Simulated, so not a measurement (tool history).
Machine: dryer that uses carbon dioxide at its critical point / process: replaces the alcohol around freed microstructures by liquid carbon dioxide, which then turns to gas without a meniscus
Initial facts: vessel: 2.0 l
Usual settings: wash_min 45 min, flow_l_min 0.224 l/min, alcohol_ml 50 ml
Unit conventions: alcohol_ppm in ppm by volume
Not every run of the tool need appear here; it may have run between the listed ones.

run     day  wash_min  flow_l_min  alcohol_ml  alcohol_ppm
  1       0        45       0.224          50          599
  2   1.067        45       0.224          50          612
  3    1.95        45       0.224          50          628
  4   2.942        45       0.224          50          626
  5   3.917        45       0.224          59          749
  6   4.583        45       0.224          50          630
  7   5.729        45       0.224          50          646
  8   6.567        45       0.224          50          639
  9   7.946        45       0.224          50          668
 10   8.962        45       0.224          50          678
 11  10.583        45       0.224          50          671
 12  11.583        45       0.224          50          719
 13  12.604        45       0.224          50          711
 14  13.617        45       0.294          50          263
 15  15.042        45       0.294          50          273
 16  16.612        42       0.234         114         1677
 17  17.896        45       0.202          87         1754
 18  18.775        31       0.347          29          356
 19  19.671        31       0.347          29          362
 20   21.25        31       0.347          20          294
 21  22.004        67        0.34          52          124
 22  23.396        67        0.34          52          122
 23  25.033        66        0.15          53          982
 24  25.783        66        0.15          53          979
 25  27.296        66        0.15          53          977
 26    28.8        66        0.15          53         1000
     28.942  -- inlet filter changed
 27  29.858        53       0.151          60         1634
 28  31.233        45       0.239          50          559
 29  31.925        28       0.179          50         3926

Branching from run 29: 3 alternative next runs. What would each branch give?
  A  33.396        59        0.18          41            ?
  B  33.396        45       0.224          25            ?
  C  33.396        29       0.204          88            ?

run  alcohol_ppm
  A          557
  B          418
  C         4854
With the hidden condition removed and each run's random variation left untouched, the same runs would have given:
run  alcohol_ppm
  A          390
  B          260
  C         4603
